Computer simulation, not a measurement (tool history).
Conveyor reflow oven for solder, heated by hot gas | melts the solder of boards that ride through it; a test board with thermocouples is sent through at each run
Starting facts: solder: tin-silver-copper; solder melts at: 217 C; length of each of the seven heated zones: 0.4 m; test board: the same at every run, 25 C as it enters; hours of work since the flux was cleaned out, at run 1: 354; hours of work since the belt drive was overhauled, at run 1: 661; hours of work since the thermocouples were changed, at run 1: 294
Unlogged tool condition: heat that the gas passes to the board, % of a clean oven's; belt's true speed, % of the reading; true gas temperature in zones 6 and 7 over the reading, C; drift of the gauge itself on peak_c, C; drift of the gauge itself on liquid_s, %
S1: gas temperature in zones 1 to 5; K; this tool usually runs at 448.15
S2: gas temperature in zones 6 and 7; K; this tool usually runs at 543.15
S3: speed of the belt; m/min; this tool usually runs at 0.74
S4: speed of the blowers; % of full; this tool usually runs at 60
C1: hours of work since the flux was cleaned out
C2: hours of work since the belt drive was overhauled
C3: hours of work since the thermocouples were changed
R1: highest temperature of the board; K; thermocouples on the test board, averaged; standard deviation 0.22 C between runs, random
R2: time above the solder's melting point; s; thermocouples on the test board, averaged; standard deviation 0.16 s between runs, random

| run | hour | S1 | S2 | S3 | S4 | C1 | C2 | C3 | R1 | R2 |
|---|---|---|---|---|---|---|---|---|---|---|
| 1 | 0 | 448.15 | 543.15 | 0.74 | 60 | 354 | 661 | 294 | 525.65 | 49 |
| 2 | 28.4 | 448.15 | 543.15 | 0.74 | 60 | 367 | 675 | 307 | 525.55 | 49 |
| 3 | 51.3 | 457.15 | 543.15 | 0.74 | 60 | 378 | 686 | 318 | 527.75 | 52.7 |
| 4 | 77.4 | 457.15 | 545.15 | 0.74 | 60 | 391 | 698 | 331 | 528.55 | 53.8 |
|  | 98.4 | flux residue cleaned out of gas plates and filters |
| 5 | 107.9 | 457.15 | 545.15 | 0.866 | 60 | 5 | 710 | 343 | 526.05 | 43.8 |
| 6 | 131.4 | 448.15 | 543.15 | 0.74 | 60 | 16 | 721 | 354 | 528.35 | 50.5 |
| 7 | 163 | 448.15 | 543.15 | 0.74 | 60 | 31 | 736 | 369 | 527.45 | 50.6 |
| 8 | 179.1 | 448.15 | 543.15 | 0.74 | 60 | 38 | 744 | 377 | 527.25 | 50.8 |
| 9 | 206.8 | 448.15 | 543.15 | 0.778 | 60 | 51 | 757 | 390 | 526.05 | 46.6 |
| 10 | 224.1 | 448.15 | 543.15 | 0.778 | 60 | 60 | 765 | 398 | 525.65 | 46.7 |
| 11 | 245.2 | 448.15 | 543.15 | 0.778 | 60 | 70 | 775 | 408 | 525.75 | 46.7 |
| 12 | 262.5 | 448.15 | 552.15 | 0.778 | 60 | 78 | 783 | 416 | 533.45 | 50.7 |
| 13 | 277.2 | 448.15 | 543.15 | 0.74 | 60 | 85 | 790 | 423 | 527.75 | 50.2 |
| 14 | 297.3 | 448.15 | 543.15 | 0.74 | 60 | 94 | 800 | 433 | 527.35 | 50.3 |
| 15 | 324.1 | 448.15 | 543.15 | 0.74 | 60 | 107 | 813 | 445 | 527.35 | 50.2 |
| 16 | 352.2 | 458.15 | 557.15 | 0.74 | 60 | 120 | 826 | 459 | 541.15 | 60.4 |
| 17 | 370.7 | 449.15 | 543.15 | 0.701 | 53 | 129 | 835 | 467 | 527.55 | 53.7 |
| 18 | 384.5 | 448.15 | 543.15 | 0.806 | 66 | 136 | 841 | 474 | 525.35 | 44.4 |
| 19 | 398.7 | 448.15 | 541.15 | 0.716 | 66 | 143 | 848 | 481 | 527.85 | 52.3 |
| 20 | 413.8 | 454.15 | 543.15 | 0.74 | 60 | 150 | 855 | 488 | 527.55 | 52.5 |
| 21 | 438.2 | 454.15 | 543.15 | 0.74 | 60 | 161 | 867 | 500 | 528.15 | 52.5 |
| 22 | 454.4 | 452.15 | 548.15 | 0.879 | 62 | 169 | 875 | 507 | 525.75 | 41.8 |
| 23 | 478.7 | 452.15 | 542.15 | 0.879 | 62 | 181 | 886 | 519 | 521.05 | 38.6 |
| 24 | 491.6 | 440.15 | 543.15 | 0.74 | 80 | 187 | 892 | 525 | 528.85 | 49.3 |
|  | 499.4 | belt drive overhauled, speed set with a stopwatch |
| 25 | 524.4 | 440.15 | 531.15 | 0.842 | 84 | 200 | 12 | 539 | 513.85 | 33 |
| 26 | 537.6 | 441.15 | 550.15 | 0.74 | 84 | 207 | 18 | 545 | 534.65 | 52.8 |
| 27 | 557.5 | 441.15 | 550.15 | 0.74 | 84 | 216 | 28 | 554 | 535.45 | 51.8 |
| 28 | 585.6 | 441.15 | 550.15 | 0.74 | 84 | 229 | 41 | 568 | 534.95 | 52.2 |
| 29 | 608.1 | 459.15 | 538.15 | 0.74 | 84 | 240 | 52 | 578 | 527.05 | 54.1 |
| 30 | 629.4 | 445.15 | 546.15 | 0.832 | 76 | 250 | 62 | 588 | 526.45 | 42.4 |

Below are 4 alternative next runs, each starting from the tool's condition after run 30. Predict each:
| A | 654.1 | 448.15 | 543.15 | 0.74 | 89 | 262 | 73 | 600 | ? | ? |
| B | 654.1 | 448.15 | 557.15 | 0.74 | 54 | 262 | 73 | 600 | ? | ? |
| C | 654.1 | 445.15 | 546.15 | 0.693 | 76 | 262 | 73 | 600 | ? | ? |
| D | 654.1 | 448.15 | 543.15 | 0.598 | 87 | 262 | 73 | 600 | ? | ? |

| run | R1 | R2 |
|---|---|---|
| A | 530.25 | 52 |
| B | 537.25 | 54.4 |
| C | 533.05 | 55.8 |
| D | 535.45 | 68.6 |
Had the tool no hidden state, the same runs would have come out as:
| run | R1 | R2 |
|---|---|---|
| A | 530.95 | 52.7 |
| B | 538.05 | 55 |
| C | 533.75 | 56.4 |
| D | 535.65 | 69.1 |

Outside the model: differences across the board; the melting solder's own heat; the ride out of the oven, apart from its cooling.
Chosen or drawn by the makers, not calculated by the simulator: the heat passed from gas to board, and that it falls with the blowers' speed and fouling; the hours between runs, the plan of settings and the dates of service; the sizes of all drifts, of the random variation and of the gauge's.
